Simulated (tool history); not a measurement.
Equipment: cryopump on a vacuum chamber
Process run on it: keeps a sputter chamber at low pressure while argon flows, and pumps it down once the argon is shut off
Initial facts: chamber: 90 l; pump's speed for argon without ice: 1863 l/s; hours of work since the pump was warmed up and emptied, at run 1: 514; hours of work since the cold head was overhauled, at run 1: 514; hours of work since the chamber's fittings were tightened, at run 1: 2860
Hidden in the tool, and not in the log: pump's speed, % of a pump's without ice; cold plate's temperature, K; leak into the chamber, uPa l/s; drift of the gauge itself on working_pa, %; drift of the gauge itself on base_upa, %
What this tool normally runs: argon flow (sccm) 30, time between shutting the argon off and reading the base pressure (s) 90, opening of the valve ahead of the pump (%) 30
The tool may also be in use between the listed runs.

| run | day | argon flow (sccm) | time between shutting the argon off and reading the base pressure (s) | opening of the valve ahead of the pump (%) | hours of work since the pump was warmed up and emptied | hours of work since the cold head was overhauled | hours of work since the chamber's fittings were tightened | pressure while argon flows (Pa) | pressure after the wait (uPa) |
|---|---|---|---|---|---|---|---|---|---|
| 1 | 0 | 30 | 90 | 30 | 514 | 514 | 2860 | 0.0942 | 1.73 |
| 2 | 0.625 | 18 | 90 | 30 | 525 | 525 | 2871 | 0.0562 | 1.72 |
| 3 | 1.342 | 30 | 90 | 48 | 538 | 538 | 2884 | 0.0605 | 1.75 |
| 4 | 2.446 | 30 | 90 | 48 | 558 | 558 | 2904 | 0.0603 | 1.77 |
| 5 | 3.017 | 30 | 90 | 30 | 569 | 569 | 2914 | 0.0948 | 1.79 |
| 6 | 4.258 | 30 | 90 | 30 | 591 | 591 | 2937 | 0.0958 | 1.86 |
| 7 | 4.862 | 30 | 90 | 30 | 602 | 602 | 2948 | 0.0952 | 1.84 |
| 8 | 6.154 | 30 | 90 | 30 | 626 | 626 | 2971 | 0.0954 | 1.79 |
| 9 | 7.067 | 21 | 26 | 58 | 642 | 642 | 2988 | 0.037 | 3.79 |
| 10 | 8.088 | 21 | 26 | 58 | 661 | 661 | 3007 | 0.0358 | 3.76 |
| 11 | 9.138 | 40 | 66 | 28 | 680 | 680 | 3026 | 0.1366 | 2.1 |
| 12 | 10.179 | 30 | 90 | 59 | 699 | 699 | 3045 | 0.0517 | 1.87 |

Predict the results of run 13:
| 13 | 11.062 | 18 | 81 | 30 | 715 | 715 | 3061 | ? | ? |

{"run 13": {"pressure while argon flows (Pa)": 0.058, "pressure after the wait (uPa)": 2.03}}
With the hidden condition absent and the run-to-run variation left alone, this run would have shown pressure while argon flows (Pa) 0.0549, pressure after the wait (uPa) 1.06.
